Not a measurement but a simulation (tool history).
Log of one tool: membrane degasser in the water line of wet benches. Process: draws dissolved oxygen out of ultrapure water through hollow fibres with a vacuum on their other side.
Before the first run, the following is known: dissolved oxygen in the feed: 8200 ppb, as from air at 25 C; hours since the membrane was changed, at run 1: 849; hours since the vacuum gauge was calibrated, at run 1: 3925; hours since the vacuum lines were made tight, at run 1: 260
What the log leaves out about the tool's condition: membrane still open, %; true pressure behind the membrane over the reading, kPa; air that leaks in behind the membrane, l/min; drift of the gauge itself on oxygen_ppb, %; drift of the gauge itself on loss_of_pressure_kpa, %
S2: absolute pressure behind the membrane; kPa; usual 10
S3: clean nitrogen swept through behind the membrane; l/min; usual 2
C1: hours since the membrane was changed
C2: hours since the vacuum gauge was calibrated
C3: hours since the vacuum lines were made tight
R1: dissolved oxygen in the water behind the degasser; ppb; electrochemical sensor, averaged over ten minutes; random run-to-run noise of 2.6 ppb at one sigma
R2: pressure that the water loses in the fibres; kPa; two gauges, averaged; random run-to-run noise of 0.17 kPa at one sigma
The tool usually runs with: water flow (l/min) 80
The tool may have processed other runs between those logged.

{"run": 1, "hour": 0.0, "water flow (l/min)": 80, "S2": 10, "S3": 2, "C1": 849, "C2": 3925, "C3": 260, "R1": 529.6, "R2": 27.9}
{"run": 2, "hour": 105.4, "water flow (l/min)": 80, "S2": 10, "S3": 2, "C1": 954, "C2": 4030, "C3": 366, "R1": 531.7, "R2": 28.23}
{"run": 3, "hour": 230.6, "water flow (l/min)": 80, "S2": 10, "S3": 2, "C1": 1080, "C2": 4155, "C3": 491, "R1": 535, "R2": 28.11}
{"run": 4, "hour": 312.0, "water flow (l/min)": 80, "S2": 10, "S3": 2, "C1": 1161, "C2": 4237, "C3": 572, "R1": 529.6, "R2": 28.21}
{"run": 5, "hour": 374.8, "water flow (l/min)": 80, "S2": 10, "S3": 2, "C1": 1224, "C2": 4300, "C3": 635, "R1": 531, "R2": 27.95}
{"run": 6, "hour": 433.6, "water flow (l/min)": 103, "S2": 10, "S3": 2, "C1": 1283, "C2": 4358, "C3": 694, "R1": 668.5, "R2": 35.95}
{"run": 7, "hour": 504.3, "water flow (l/min)": 80, "S2": 9.6, "S3": 2, "C1": 1353, "C2": 4429, "C3": 765, "R1": 500.3, "R2": 28.12}
{"run": 8, "hour": 564.5, "water flow (l/min)": 80, "S2": 23.4, "S3": 2, "C1": 1414, "C2": 4489, "C3": 825, "R1": 1403.4, "R2": 28.31}
{"run": 9, "hour": 630.0, "water flow (l/min)": 80, "S2": 23.4, "S3": 2, "C1": 1479, "C2": 4555, "C3": 890, "R1": 1403.5, "R2": 28.09}
{"run": 10, "hour": 727.8, "water flow (l/min)": 80, "S2": 23.4, "S3": 2, "C1": 1577, "C2": 4653, "C3": 988, "R1": 1405.1, "R2": 28.29}
{"run": 11, "hour": 851.5, "water flow (l/min)": 80, "S2": 23.4, "S3": 2, "C1": 1701, "C2": 4776, "C3": 1112, "R1": 1398.7, "R2": 28.33}
{"run": 12, "hour": 954.8, "water flow (l/min)": 79, "S2": 10, "S3": 2, "C1": 1804, "C2": 4880, "C3": 1215, "R1": 524.6, "R2": 27.92}
{"run": 13, "hour": 1081.1, "water flow (l/min)": 80, "S2": 10, "S3": 2, "C1": 1930, "C2": 5006, "C3": 1341, "R1": 534, "R2": 28.13}
{"run": 14, "hour": 1150.4, "water flow (l/min)": 119, "S2": 10, "S3": 2, "C1": 1999, "C2": 5075, "C3": 1411, "R1": 766.3, "R2": 41.76}
{"run": 15, "hour": 1220.3, "water flow (l/min)": 119, "S2": 10, "S3": 2, "C1": 2069, "C2": 5145, "C3": 1481, "R1": 751.4, "R2": 41.71}
{"run": 16, "hour": 1331.5, "water flow (l/min)": 127, "S2": 7.9, "S3": 2.64, "C1": 2180, "C2": 5256, "C3": 1592, "R1": 505.6, "R2": 44.67}
{"run": 17, "hour": 1460.7, "water flow (l/min)": 116, "S2": 20.5, "S3": 2.12, "C1": 2310, "C2": 5385, "C3": 1721, "R1": 1556.6, "R2": 41.17}
{"run": 18, "hour": 1535.2, "water flow (l/min)": 55, "S2": 14.2, "S3": 3.05, "C1": 2384, "C2": 5460, "C3": 1796, "R1": 428.9, "R2": 19.16}
{"run": 19, "hour": 1657.9, "water flow (l/min)": 98, "S2": 23.4, "S3": 0.96, "C1": 2507, "C2": 5583, "C3": 1918, "R1": 2526.7, "R2": 34.36}
{"run": 20, "hour": 1734.3, "water flow (l/min)": 50, "S2": 10.5, "S3": 1.41, "C1": 2583, "C2": 5659, "C3": 1995, "R1": 506.6, "R2": 17.62}
{"run": 21, "hour": 1795.4, "water flow (l/min)": 54, "S2": 6.4, "S3": 0.84, "C1": 2644, "C2": 5720, "C3": 2056, "R1": 360, "R2": 18.8}
{"run": 22, "hour": 1920.4, "water flow (l/min)": 54, "S2": 6.4, "S3": 0.84, "C1": 2769, "C2": 5845, "C3": 2181, "R1": 355.2, "R2": 18.97}
{"run": 23, "hour": 2026.1, "water flow (l/min)": 54, "S2": 6.4, "S3": 0.84, "C1": 2875, "C2": 5951, "C3": 2286, "R1": 359.6, "R2": 19.01}
{"run": 24, "hour": 2122.8, "water flow (l/min)": 54, "S2": 8.6, "S3": 0.84, "C1": 2972, "C2": 6048, "C3": 2383, "R1": 590.9, "R2": 19.12}
{"run": 25, "hour": 2252.9, "water flow (l/min)": 54, "S2": 8.6, "S3": 0.84, "C1": 3102, "C2": 6178, "C3": 2513, "R1": 588.4, "R2": 19.18}
{"run": 26, "hour": 2326.1, "water flow (l/min)": 80, "S2": 6.3, "S3": 2, "C1": 3175, "C2": 6251, "C3": 2587, "R1": 258.3, "R2": 28.11}
{"run": 27, "hour": 2443.7, "water flow (l/min)": 88, "S2": 10, "S3": 1.18, "C1": 3293, "C2": 6368, "C3": 2704, "R1": 827.5, "R2": 31.26}
{"run": 28, "hour": 2576.6, "water flow (l/min)": 88, "S2": 10, "S3": 1.18, "C1": 3426, "C2": 6501, "C3": 2837, "R1": 825.2, "R2": 30.72}
{"run": 29, "hour": 2677.8, "water flow (l/min)": 88, "S2": 10, "S3": 1.18, "C1": 3527, "C2": 6603, "C3": 2938, "R1": 821.4, "R2": 30.78}

Below are 5 alternative next runs, each starting from the tool's condition after run 29. Predict each:
{"run": "A", "hour": 2783.1, "water flow (l/min)": 85, "S2": 8.7, "S3": 4.21, "C1": 3632, "C2": 6708, "C3": 3043, "R1": "?", "R2": "?"}
{"run": "B", "hour": 2783.1, "water flow (l/min)": 52, "S2": 9.6, "S3": 2.9, "C1": 3632, "C2": 6708, "C3": 3043, "R1": "?", "R2": "?"}
{"run": "C", "hour": 2783.1, "water flow (l/min)": 49, "S2": 12.1, "S3": 3.2, "C1": 3632, "C2": 6708, "C3": 3043, "R1": "?", "R2": "?"}
{"run": "D", "hour": 2783.1, "water flow (l/min)": 80, "S2": 6.8, "S3": 2, "C1": 3632, "C2": 6708, "C3": 3043, "R1": "?", "R2": "?"}
{"run": "E", "hour": 2783.1, "water flow (l/min)": 53, "S2": 14.3, "S3": 1.18, "C1": 3632, "C2": 6708, "C3": 3043, "R1": "?", "R2": "?"}

run=A R1=261.2 R2=29.72
run=B R1=253.7 R2=18.1
run=C R1=301.8 R2=17.11
run=D R1=297.5 R2=27.99
run=E R1=897.9 R2=18.25
With no hidden state in the tool, these same runs would have given:
run=A R1=261 R2=29.71
run=B R1=253.6 R2=18.09
run=C R1=301.6 R2=17.11
run=D R1=297.2 R2=27.98
run=E R1=897.6 R2=18.24

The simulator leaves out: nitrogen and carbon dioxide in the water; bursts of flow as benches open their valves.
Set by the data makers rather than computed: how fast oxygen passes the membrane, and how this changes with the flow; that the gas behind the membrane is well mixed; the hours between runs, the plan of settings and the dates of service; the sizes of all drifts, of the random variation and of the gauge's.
